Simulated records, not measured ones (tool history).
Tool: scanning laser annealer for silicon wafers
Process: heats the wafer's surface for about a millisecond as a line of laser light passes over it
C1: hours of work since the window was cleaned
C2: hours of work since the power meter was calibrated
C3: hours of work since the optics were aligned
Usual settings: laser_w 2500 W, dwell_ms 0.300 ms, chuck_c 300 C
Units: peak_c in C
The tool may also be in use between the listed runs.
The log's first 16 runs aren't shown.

{"run": 17, "hour": 148.7, "laser_w": 2500, "dwell_ms": 0.3, "chuck_c": 300, "C1": 841, "C2": 195, "C3": 841, "peak_c": 1024}
{"run": 18, "hour": 156.1, "laser_w": 2500, "dwell_ms": 0.3, "chuck_c": 300, "C1": 846, "C2": 200, "C3": 846, "peak_c": 1023}
{"run": 19, "hour": 162.9, "laser_w": 2500, "dwell_ms": 0.322, "chuck_c": 300, "C1": 851, "C2": 205, "C3": 851, "peak_c": 1049}
{"run": 20, "hour": 172.5, "laser_w": 2500, "dwell_ms": 0.322, "chuck_c": 300, "C1": 858, "C2": 212, "C3": 858, "peak_c": 1048}
{"run": 21, "hour": 185.6, "laser_w": 2144, "dwell_ms": 0.225, "chuck_c": 307, "C1": 868, "C2": 221, "C3": 868, "peak_c": 836}
{"run": 22, "hour": 195.9, "laser_w": 2500, "dwell_ms": 0.369, "chuck_c": 296, "C1": 875, "C2": 229, "C3": 875, "peak_c": 1094}
{"run": 23, "hour": 206.0, "laser_w": 2433, "dwell_ms": 0.3, "chuck_c": 300, "C1": 882, "C2": 236, "C3": 882, "peak_c": 999}
{"run": 24, "hour": 214.3, "laser_w": 2433, "dwell_ms": 0.3, "chuck_c": 300, "C1": 888, "C2": 242, "C3": 888, "peak_c": 999}
{"run": 25, "hour": 223.1, "laser_w": 2527, "dwell_ms": 0.303, "chuck_c": 332, "C1": 895, "C2": 249, "C3": 895, "peak_c": 1069}
{"run": 26, "hour": 236.4, "laser_w": 2527, "dwell_ms": 0.303, "chuck_c": 332, "C1": 904, "C2": 258, "C3": 904, "peak_c": 1069}
{"run": 27, "hour": 248.5, "laser_w": 2438, "dwell_ms": 0.251, "chuck_c": 291, "C1": 913, "C2": 267, "C3": 913, "peak_c": 940}

Run 28 comes next. What will it give?
{"run": 28, "hour": 256.8, "laser_w": 2722, "dwell_ms": 0.317, "chuck_c": 332, "C1": 919, "C2": 273, "C3": 919, "peak_c": "?"}

{"run 28": {"peak_c": 1154}}
Without the tool's hidden state the same run would have given peak_c 1186 C.
